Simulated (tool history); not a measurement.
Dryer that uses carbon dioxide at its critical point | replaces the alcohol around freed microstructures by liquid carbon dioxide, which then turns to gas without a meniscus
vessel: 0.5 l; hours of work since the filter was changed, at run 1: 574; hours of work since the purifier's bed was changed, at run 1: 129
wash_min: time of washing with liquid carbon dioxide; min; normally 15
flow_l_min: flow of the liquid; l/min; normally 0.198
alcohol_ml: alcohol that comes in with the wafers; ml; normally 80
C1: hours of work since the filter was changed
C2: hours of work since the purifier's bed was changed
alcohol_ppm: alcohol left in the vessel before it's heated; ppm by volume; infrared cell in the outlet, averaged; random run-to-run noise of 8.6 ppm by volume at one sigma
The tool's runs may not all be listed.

run 1 hour=0 | wash_min=15 flow_l_min=0.198 alcohol_ml=80 | C1=574 C2=129 | alcohol_ppm=767
run 2 hour=10.1 | wash_min=15 flow_l_min=0.198 alcohol_ml=80 | C1=580 C2=135 | alcohol_ppm=778
-- hour=18.1 inlet filter changed
run 3 hour=27 | wash_min=15 flow_l_min=0.198 alcohol_ml=80 | C1=5 C2=145 | alcohol_ppm=513
run 4 hour=42.8 | wash_min=15 flow_l_min=0.198 alcohol_ml=80 | C1=14 C2=154 | alcohol_ppm=527
run 5 hour=56 | wash_min=15 flow_l_min=0.198 alcohol_ml=80 | C1=22 C2=161 | alcohol_ppm=518
run 6 hour=65.5 | wash_min=15 flow_l_min=0.198 alcohol_ml=80 | C1=28 C2=167 | alcohol_ppm=543
run 7 hour=79 | wash_min=15 flow_l_min=0.198 alcohol_ml=80 | C1=36 C2=175 | alcohol_ppm=520
run 8 hour=91.8 | wash_min=15 flow_l_min=0.198 alcohol_ml=80 | C1=43 C2=183 | alcohol_ppm=542
run 9 hour=101.5 | wash_min=15 flow_l_min=0.198 alcohol_ml=80 | C1=49 C2=188 | alcohol_ppm=535
run 10 hour=111.6 | wash_min=15 flow_l_min=0.198 alcohol_ml=80 | C1=55 C2=194 | alcohol_ppm=542
run 11 hour=124.6 | wash_min=15 flow_l_min=0.196 alcohol_ml=80 | C1=62 C2=202 | alcohol_ppm=573
run 12 hour=139.6 | wash_min=15 flow_l_min=0.196 alcohol_ml=80 | C1=71 C2=211 | alcohol_ppm=584
run 13 hour=152.1 | wash_min=15 flow_l_min=0.196 alcohol_ml=80 | C1=79 C2=218 | alcohol_ppm=605
run 14 hour=167.5 | wash_min=15 flow_l_min=0.196 alcohol_ml=80 | C1=88 C2=227 | alcohol_ppm=592
run 15 hour=181.9 | wash_min=15 flow_l_min=0.196 alcohol_ml=80 | C1=96 C2=235 | alcohol_ppm=592
run 16 hour=190.4 | wash_min=15 flow_l_min=0.196 alcohol_ml=80 | C1=101 C2=240 | alcohol_ppm=604
run 17 hour=203 | wash_min=15 flow_l_min=0.196 alcohol_ml=80 | C1=108 C2=248 | alcohol_ppm=587
run 18 hour=214.5 | wash_min=15 flow_l_min=0.198 alcohol_ml=75 | C1=115 C2=254 | alcohol_ppm=548
run 19 hour=226.1 | wash_min=15 flow_l_min=0.198 alcohol_ml=75 | C1=122 C2=261 | alcohol_ppm=538
run 20 hour=240.9 | wash_min=15 flow_l_min=0.198 alcohol_ml=75 | C1=131 C2=270 | alcohol_ppm=559
run 21 hour=249.6 | wash_min=21 flow_l_min=0.198 alcohol_ml=24 | C1=136 C2=275 | alcohol_ppm=76
run 22 hour=264.6 | wash_min=17 flow_l_min=0.26 alcohol_ml=80 | C1=145 C2=284 | alcohol_ppm=95
run 23 hour=279.6 | wash_min=15 flow_l_min=0.187 alcohol_ml=40 | C1=153 C2=293 | alcohol_ppm=436
run 24 hour=293.6 | wash_min=15 flow_l_min=0.187 alcohol_ml=40 | C1=162 C2=301 | alcohol_ppm=425
run 25 hour=308.1 | wash_min=9 flow_l_min=0.268 alcohol_ml=37 | C1=170 C2=309 | alcohol_ppm=770
run 26 hour=315.3 | wash_min=14 flow_l_min=0.277 alcohol_ml=41 | C1=174 C2=314 | alcohol_ppm=104

Branching from run 26: 5 alternative next runs. What would each branch give?
run A hour=327.1 | wash_min=22 flow_l_min=0.198 alcohol_ml=80 | C1=181 C2=321 | alcohol_ppm=?
run B hour=327.1 | wash_min=13 flow_l_min=0.198 alcohol_ml=80 | C1=181 C2=321 | alcohol_ppm=?
run C hour=327.1 | wash_min=9 flow_l_min=0.13 alcohol_ml=80 | C1=181 C2=321 | alcohol_ppm=?
run D hour=327.1 | wash_min=14 flow_l_min=0.305 alcohol_ml=41 | C1=181 C2=321 | alcohol_ppm=?
run E hour=327.1 | wash_min=23 flow_l_min=0.12 alcohol_ml=40 | C1=181 C2=321 | alcohol_ppm=?

run=A alcohol_ppm=105
run=B alcohol_ppm=1216
run=C alcohol_ppm=17439
run=D alcohol_ppm=98
run=E alcohol_ppm=469
With the hidden condition removed and each run's random variation left untouched, the same runs would have given:
run=A alcohol_ppm=36
run=B alcohol_ppm=1002
run=C alcohol_ppm=16292
run=D alcohol_ppm=32
run=E alcohol_ppm=351
